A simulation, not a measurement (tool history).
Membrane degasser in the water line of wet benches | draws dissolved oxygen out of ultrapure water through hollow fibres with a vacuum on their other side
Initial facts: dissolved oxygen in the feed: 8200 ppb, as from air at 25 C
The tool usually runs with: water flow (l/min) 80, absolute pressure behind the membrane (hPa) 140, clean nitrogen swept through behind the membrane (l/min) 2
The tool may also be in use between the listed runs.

run,day,water flow (l/min),absolute pressure behind the membrane (hPa),clean nitrogen swept through behind the membrane (l/min),dissolved oxygen in the water behind the degasser (ppb),pressure that the water loses in the fibres (hPa)
1,0,80,140,2,815.4,380.1
2,3.033,80,140,2,805.2,383.9
3,6.229,80,140,2,815.9,382.8
4,10.467,80,145,2,844.6,382.6
5,14.396,80,145,2,853.7,381.4
6,17.108,80,140,2,812.1,384
7,21.454,80,140,2,815.2,382.2
8,25.296,80,140,2,812.2,385.8

Expected results for the next run?
9,29.371,95,140,2,?,?

Run 9 gave dissolved oxygen in the water behind the degasser (ppb) 930.9, pressure that the water loses in the fibres (hPa) 457.5.
Without the tool's hidden state the same run would have given dissolved oxygen in the water behind the degasser (ppb) 916.8, pressure that the water loses in the fibres (hPa) 443.2.
